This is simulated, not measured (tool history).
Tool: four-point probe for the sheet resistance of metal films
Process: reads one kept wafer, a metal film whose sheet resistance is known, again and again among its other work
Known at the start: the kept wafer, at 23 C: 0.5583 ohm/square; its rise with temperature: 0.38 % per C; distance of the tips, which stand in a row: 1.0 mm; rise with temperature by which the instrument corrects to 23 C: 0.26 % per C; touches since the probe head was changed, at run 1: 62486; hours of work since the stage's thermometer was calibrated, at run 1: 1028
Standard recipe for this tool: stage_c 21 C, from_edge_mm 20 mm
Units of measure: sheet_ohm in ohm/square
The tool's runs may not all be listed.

run     day  stage_c  from_edge_mm  touches since the probe head was changed  hours of work since the stage's thermometer was calibrated  sheet_ohm
  1   0.000       21            20                                     62486                                                        1028   0.551977
  2   2.592       21            20                                     64676                                                        1072   0.551393
      3.375  -- new probe head fitted
  3   7.017       21            14                                      3077                                                        1146   0.557279
  4   9.471       21            20                                      5151                                                        1187   0.556470
  5  12.929       28            20                                      8076                                                        1246   0.560459
  6  17.154       28            20                                     11645                                                        1317   0.560258
  7  21.625       21            20                                     15422                                                        1392   0.555450
  8  24.642       21            20                                     17971                                                        1443   0.555111
     29.112  -- stage's thermometer calibrated
  9  29.112       21            20                                     21732                                                           0   0.554321
 10  32.512       21            20                                     24604                                                          57   0.554120
 11  36.746       21            20                                     28184                                                         129   0.553818
 12  40.667       21            16                                     31498                                                         195   0.553746
 13  44.633       20             6                                     34850                                                         262   0.559935
 14  48.375       24             4                                     38012                                                         325   0.571954
 15  52.050       24             4                                     41117                                                         387   0.571560
 16  56.579       24             4                                     44943                                                         463   0.571062
 17  60.858       26            50                                     48560                                                         535   0.554274
 18  65.421       26            50                                     52415                                                         612   0.553631
 19  67.892       26            50                                     54505                                                         654   0.553739
 20  70.621       20            23                                     56809                                                         700   0.550201
 21  74.625       35            41                                     60194                                                         767   0.558648
 22  78.858       29             8                                     63770                                                         839   0.559214
     80.725  -- new probe head fitted
 23  83.488       20            12                                      2334                                                         916   0.561248

Forecast each of these 5 alternatives for the next run:
  A  88.050       29            22                                      6189                                                         993          ?
  B  88.050       22            70                                      6189                                                         993          ?
  C  88.050       24            64                                      6189                                                         993          ?
  D  88.050       29            39                                      6189                                                         993          ?
  E  88.050       34            12                                      6189                                                         993          ?

run  sheet_ohm
  A   0.565161
  B   0.560027
  C   0.561443
  D   0.564836
  E   0.569888
Stripped of hidden state, with their random variation kept, the same runs would have yielded:
run  sheet_ohm
  A   0.562732
  B   0.557615
  C   0.559026
  D   0.562408
  E   0.567443
